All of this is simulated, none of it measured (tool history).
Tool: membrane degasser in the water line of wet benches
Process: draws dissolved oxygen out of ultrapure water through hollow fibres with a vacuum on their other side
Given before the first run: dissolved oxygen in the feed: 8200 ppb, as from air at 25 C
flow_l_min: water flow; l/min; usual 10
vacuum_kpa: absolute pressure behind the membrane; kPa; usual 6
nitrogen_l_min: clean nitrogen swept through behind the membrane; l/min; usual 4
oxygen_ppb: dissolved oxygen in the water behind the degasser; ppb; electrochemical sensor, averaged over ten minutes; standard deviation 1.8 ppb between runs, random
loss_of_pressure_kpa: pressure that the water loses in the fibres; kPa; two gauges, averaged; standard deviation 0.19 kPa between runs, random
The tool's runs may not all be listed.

run,day,flow_l_min,vacuum_kpa,nitrogen_l_min,oxygen_ppb,loss_of_pressure_kpa
1,0,10,6,4,176.7,36.29
2,4.604,10,6,4,177.1,35.97
3,7.721,14,6,4,270.1,50.94
4,13.012,14,6,4,276.4,51.02
5,17.483,10,6,4,174.8,36.59
6,20.446,10,6,4,176.8,36.58
7,25.067,10,4.94,4,171.4,36.81
8,29.967,8,10.5,2.34,171.6,29.73
9,32.55,7,7.34,4.79,106.8,25.71
10,36.225,10,6,8.37,168.1,36.66
11,40.767,10,6,2.77,183.2,36.83

The logged runs with the hidden state left out (each run's random variation unchanged):
Hidden state at play: membrane still open, %; true pressure behind the membrane over the reading, kPa; air that leaks in behind the membrane, l/min; drift of the gauge itself on oxygen_ppb, %; drift of the gauge itself on loss_of_pressure_kpa, %.
run,loss_of_pressure_kpa
1,36.29
2,35.88
3,50.75
4,50.7
5,36.28
6,36.22
7,36.37
8,29.32
9,25.31
10,36.03
11,36.12
oxygen_ppb: within 0.2 ppb of the measured result in every run.
